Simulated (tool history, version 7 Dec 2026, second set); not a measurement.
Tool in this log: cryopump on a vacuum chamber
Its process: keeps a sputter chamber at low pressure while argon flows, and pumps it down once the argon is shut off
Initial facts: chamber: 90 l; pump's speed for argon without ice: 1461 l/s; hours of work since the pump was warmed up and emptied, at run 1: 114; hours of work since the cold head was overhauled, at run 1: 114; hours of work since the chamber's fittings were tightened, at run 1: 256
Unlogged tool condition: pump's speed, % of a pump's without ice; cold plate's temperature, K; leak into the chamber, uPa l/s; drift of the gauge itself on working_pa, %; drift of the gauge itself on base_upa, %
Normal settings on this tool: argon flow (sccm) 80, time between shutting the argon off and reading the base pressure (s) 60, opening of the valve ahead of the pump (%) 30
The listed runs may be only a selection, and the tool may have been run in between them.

| run | day | argon flow (sccm) | time between shutting the argon off and reading the base pressure (s) | opening of the valve ahead of the pump (%) | hours of work since the pump was warmed up and emptied | hours of work since the cold head was overhauled | hours of work since the chamber's fittings were tightened | pressure while argon flows (Pa) | pressure after the wait (uPa) |
|---|---|---|---|---|---|---|---|---|---|
| 1 | 0.000 | 80 | 60 | 30 | 114 | 114 | 256 | 0.3130 | 1.17 |
| 2 | 4.192 | 80 | 60 | 30 | 169 | 169 | 311 | 0.3132 | 1.18 |
| 3 | 6.504 | 84 | 60 | 30 | 199 | 199 | 341 | 0.3263 | 1.22 |
| 4 | 10.792 | 84 | 60 | 30 | 255 | 255 | 397 | 0.3306 | 1.23 |
| 5 | 13.812 | 80 | 60 | 30 | 294 | 294 | 436 | 0.3157 | 1.27 |
| 6 | 16.400 | 37 | 60 | 30 | 328 | 328 | 470 | 0.1463 | 1.24 |
| 7 | 20.758 | 137 | 60 | 30 | 385 | 385 | 527 | 0.5417 | 1.31 |
| 8 | 24.504 | 80 | 60 | 30 | 433 | 433 | 576 | 0.3166 | 1.35 |
| 9 | 28.029 | 80 | 60 | 30 | 479 | 479 | 622 | 0.3199 | 1.39 |
| 10 | 30.167 | 80 | 60 | 30 | 507 | 507 | 650 | 0.3180 | 1.38 |
| 11 | 33.942 | 80 | 60 | 30 | 556 | 556 | 699 | 0.3215 | 1.38 |
| 12 | 36.508 | 80 | 60 | 30 | 590 | 590 | 732 | 0.3208 | 1.46 |
| 13 | 40.150 | 80 | 60 | 30 | 637 | 637 | 780 | 0.3252 | 1.47 |
| 14 | 44.504 | 80 | 60 | 30 | 694 | 694 | 837 | 0.3256 | 1.55 |
| 15 | 46.679 | 80 | 60 | 30 | 723 | 723 | 865 | 0.3248 | 1.55 |
| 16 | 50.238 | 80 | 60 | 30 | 769 | 769 | 911 | 0.3240 | 1.56 |
| 17 | 52.242 | 80 | 60 | 30 | 795 | 795 | 937 | 0.3258 | 1.57 |
| 18 | 54.042 | 80 | 214 | 30 | 819 | 819 | 961 | 0.3273 | 0.99 |
| 19 | 58.225 | 80 | 214 | 30 | 873 | 873 | 1015 | 0.3289 | 1.05 |
| 20 | 60.708 | 80 | 214 | 30 | 905 | 905 | 1048 | 0.3275 | 1.03 |
| 21 | 64.129 | 80 | 214 | 30 | 950 | 950 | 1092 | 0.3303 | 1.17 |
| 22 | 66.367 | 90 | 214 | 45 | 979 | 979 | 1122 | 0.2565 | 1.15 |
| 23 | 69.708 | 80 | 120 | 23 | 1023 | 1023 | 1165 | 0.4246 | 1.37 |
| 24 | 73.383 | 80 | 120 | 23 | 1071 | 1071 | 1213 | 0.4291 | 1.39 |
| 25 | 77.296 | 80 | 120 | 23 | 1122 | 1122 | 1264 | 0.4288 | 1.46 |
|  | 80.104 | pump warmed up, emptied and cooled again |
| 26 | 81.000 | 80 | 106 | 47 | 12 | 1167 | 1310 | 0.1986 | 1.27 |
| 27 | 82.954 | 80 | 106 | 47 | 37 | 1193 | 1335 | 0.2003 | 1.35 |
| 28 | 87.004 | 80 | 26 | 17 | 90 | 1246 | 1388 | 0.5466 | 2.77 |
| 29 | 88.825 | 65 | 38 | 17 | 114 | 1269 | 1412 | 0.4469 | 2.24 |
| 30 | 91.379 | 80 | 267 | 16 | 147 | 1303 | 1445 | 0.5810 | 1.13 |
| 31 | 93.508 | 42 | 77 | 16 | 175 | 1330 | 1473 | 0.3051 | 1.59 |
| 32 | 97.750 | 80 | 43 | 30 | 230 | 1386 | 1528 | 0.3136 | 2.13 |
| 33 | 100.279 | 80 | 59 | 49 | 263 | 1419 | 1561 | 0.1946 | 1.84 |
| 34 | 104.650 | 80 | 59 | 49 | 320 | 1476 | 1618 | 0.1957 | 1.86 |

A few steps of pressure while argon flows (Pa) between consecutive runs. Split each: what settings, incoming material and random variation would produce without the hidden state, and what is left over for the hidden state, along with gauge scatter present in only one of the two compared results (measured, and without hidden state):
Run 6 -> 7: argon flow (sccm) 37 -> 137. pressure while argon flows (Pa) +0.3954: hidden state +0.0111, all else +0.3843.
Run 7 -> 8: argon flow (sccm) 137 -> 80. pressure while argon flows (Pa) -0.2251: hidden state -0.0050, all else -0.2201.
Run 25 -> 26: time between shutting the argon off and reading the base pressure (s) 120 -> 106, opening of the valve ahead of the pump (%) 23 -> 47, pump warmed up, emptied and cooled again. pressure while argon flows (Pa) -0.2302: hidden state -0.0244, all else -0.2058.
Run 27 -> 28: time between shutting the argon off and reading the base pressure (s) 106 -> 26, opening of the valve ahead of the pump (%) 47 -> 17. pressure while argon flows (Pa) +0.3463: hidden state +0.0011, all else +0.3452.
Run 30 -> 31: argon flow (sccm) 80 -> 42, time between shutting the argon off and reading the base pressure (s) 267 -> 77. pressure while argon flows (Pa) -0.2759: hidden state -0.0017, all else -0.2742.

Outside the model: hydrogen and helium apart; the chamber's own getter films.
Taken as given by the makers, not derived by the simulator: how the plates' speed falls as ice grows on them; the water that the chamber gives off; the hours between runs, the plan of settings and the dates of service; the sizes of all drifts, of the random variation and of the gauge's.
